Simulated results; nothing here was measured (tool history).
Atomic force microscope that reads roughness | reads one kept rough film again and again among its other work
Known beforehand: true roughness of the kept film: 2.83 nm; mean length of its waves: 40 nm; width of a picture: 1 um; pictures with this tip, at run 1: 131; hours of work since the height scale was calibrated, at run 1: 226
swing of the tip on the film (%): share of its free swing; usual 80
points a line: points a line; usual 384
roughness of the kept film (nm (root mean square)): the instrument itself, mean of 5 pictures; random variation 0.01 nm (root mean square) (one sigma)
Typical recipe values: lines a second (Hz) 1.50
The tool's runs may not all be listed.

run,hour,lines a second (Hz),swing of the tip on the film (%),points a line,pictures with this tip,hours of work since the height scale was calibrated,roughness of the kept film (nm (root mean square))
1,0.0,1.50,80,384,131,226,2.141
2,14.5,1.50,80,384,157,234,2.102
3,24.4,1.50,80,384,175,239,2.078
4,41.0,0.75,80,384,205,249,2.200
# hour 48.7: new tip fitted
5,55.3,1.50,58,384,12,256,2.565
6,73.1,1.50,58,384,44,266,2.536
7,88.0,1.50,58,384,71,274,2.482
8,101.3,1.50,58,384,95,282,2.434
9,110.0,2.80,80,384,111,286,1.945
10,120.4,2.60,80,408,130,292,1.986
11,137.5,2.60,80,408,161,301,1.954

Across each entry between runs, compare the hidden state at the last listed run before it with the hidden state at the first listed run after it:
Logged between run 4 and run 5: new tip fitted (hour 48.7)
  radius of the tip, nm: 27.8 -> 8.2; height scale over the true one, %: 0.44 -> 0.45
  measured minus no-state result, roughness of the kept film (nm (root mean square)): -0.294 -> -0.009

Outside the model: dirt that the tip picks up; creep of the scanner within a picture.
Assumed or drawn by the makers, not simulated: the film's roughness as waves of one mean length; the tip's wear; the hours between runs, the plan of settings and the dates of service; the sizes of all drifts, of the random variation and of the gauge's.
